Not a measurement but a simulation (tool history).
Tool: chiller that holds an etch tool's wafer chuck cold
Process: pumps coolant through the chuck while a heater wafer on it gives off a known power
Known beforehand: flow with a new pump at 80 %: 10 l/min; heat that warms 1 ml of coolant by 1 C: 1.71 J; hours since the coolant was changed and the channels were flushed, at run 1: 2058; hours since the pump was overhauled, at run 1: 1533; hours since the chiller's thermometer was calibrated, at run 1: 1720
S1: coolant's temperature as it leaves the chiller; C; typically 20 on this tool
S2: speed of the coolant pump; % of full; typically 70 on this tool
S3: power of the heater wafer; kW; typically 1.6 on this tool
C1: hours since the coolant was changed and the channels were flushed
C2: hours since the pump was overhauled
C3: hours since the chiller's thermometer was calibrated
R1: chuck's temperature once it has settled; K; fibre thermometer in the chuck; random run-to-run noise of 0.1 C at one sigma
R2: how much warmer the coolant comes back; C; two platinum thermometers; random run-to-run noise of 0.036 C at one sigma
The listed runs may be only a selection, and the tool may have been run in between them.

Run 1, hour 0: usual settings; C1 2058; C2 1533; C3 1720. Result: R1 310.45 K, R2 6.87 C.
Run 2, hour 86.7: usual settings; C1 2145; C2 1620; C3 1806. Result: R1 310.55 K, R2 6.85 C.
Run 3, hour 200.6: usual settings; C1 2259; C2 1734; C3 1920. Result: R1 310.55 K, R2 6.9 C.
Run 4, hour 288.4: usual settings; C1 2347; C2 1821; C3 2008. Result: R1 311.05 K, R2 6.84 C.
Run 5, hour 423.6: usual settings but S2 66 % of full; C1 2482; C2 1957; C3 2143. Result: R1 311.75 K, R2 7.34 C.
Run 6, hour 515.3: usual settings but S1 24 C, S2 66 % of full; C1 2574; C2 2048; C3 2235. Result: R1 316.15 K, R2 7.37 C.
Run 7, hour 640.9: usual settings; C1 2699; C2 2174; C3 2361. Result: R1 311.25 K, R2 7.01 C.
Run 8, hour 740.9: usual settings but S1 30 C; C1 2799; C2 2274; C3 2461. Result: R1 321.65 K, R2 6.98 C.
Run 9, hour 821: usual settings but S1 30 C, S3 1.862 kW; C1 2879; C2 2354; C3 2541. Result: R1 324.65 K, R2 8.18 C.
Run 10, hour 909.3: usual settings but S1 30 C, S3 1.862 kW; C1 2968; C2 2442; C3 2629. Result: R1 325.05 K, R2 8.23 C.
Run 11, hour 1007.4: usual settings but S3 1.167 kW; C1 3066; C2 2541; C3 2727. Result: R1 306.65 K, R2 5.12 C.
Run 12, hour 1102.9: usual settings but S3 1.167 kW; C1 3161; C2 2636; C3 2823. Result: R1 306.85 K, R2 5.2 C.
Run 13, hour 1192.5: usual settings but S1 14 C, S2 96 % of full, S3 1.83 kW; C1 3251; C2 2726; C3 2912. Result: R1 304.35 K, R2 6.04 C.
Run 14, hour 1278.8: usual settings but S1 14 C, S2 96 % of full, S3 1.83 kW; C1 3337; C2 2812; C3 2998. Result: R1 304.55 K, R2 6.07 C.
Run 15, hour 1365.7: usual settings but S2 64 % of full, S3 1.859 kW; C1 3424; C2 2899; C3 3085. Result: R1 317.25 K, R2 9.18 C.
Run 16, hour 1482: usual settings but S3 1.248 kW; C1 3540; C2 3015; C3 3202. Result: R1 308.35 K, R2 5.62 C.
Run 17, hour 1555.1: usual settings but S3 1.248 kW; C1 3613; C2 3088; C3 3275. Result: R1 308.55 K, R2 5.64 C.
Run 18, hour 1658.4: usual settings but S1 10 C, S2 74 % of full, S3 1.796 kW; C1 3717; C2 3192; C3 3378. Result: R1 304.75 K, R2 7.71 C.
Run 19, hour 1732.6: usual settings but S1 13 C, S2 76 % of full, S3 0.877 kW; C1 3791; C2 3266; C3 3452. Result: R1 296.25 K, R2 3.71 C.
Run 20, hour 1819.7: usual settings but S1 21 C, S2 82 % of full; C1 3878; C2 3353; C3 3539. Result: R1 312.35 K, R2 6.36 C.
Run 21, hour 1891.8: usual settings but S1 14 C, S2 98 % of full; C1 3950; C2 3425; C3 3611. Result: R1 303.05 K, R2 5.36 C.

Forecast each of these 5 alternatives for the next run:
Run A, hour 1954.6: usual settings but S1 10 C, S2 73 % of full, S3 1.455 kW; C1 4013; C2 3488; C3 3674. Result: R1 ?, R2 ?.
Run B, hour 1954.6: usual settings but S1 10 C, S3 0.975 kW; C1 4013; C2 3488; C3 3674. Result: R1 ?, R2 ?.
Run C, hour 1954.6: usual settings but S1 27 C, S2 67 % of full; C1 4013; C2 3488; C3 3674. Result: R1 ?, R2 ?.
Run D, hour 1954.6: usual settings but S1 14 C, S2 90 % of full; C1 4013; C2 3488; C3 3674. Result: R1 ?, R2 ?.
Run E, hour 1954.6: usual settings but S2 78 % of full; C1 4013; C2 3488; C3 3674. Result: R1 ?, R2 ?.

run      R1    R2
  A  301.35  6.43
  B  295.55  4.54
  C  321.55  7.72
  D  303.95  5.81
  E  311.95  6.63
What these runs would have given with no unlogged condition in the tool:
run      R1    R2
  A  296.35  5.56
  B  292.15  3.93
  C  315.55  6.66
  D  299.15  5.02
  E  306.65  5.73
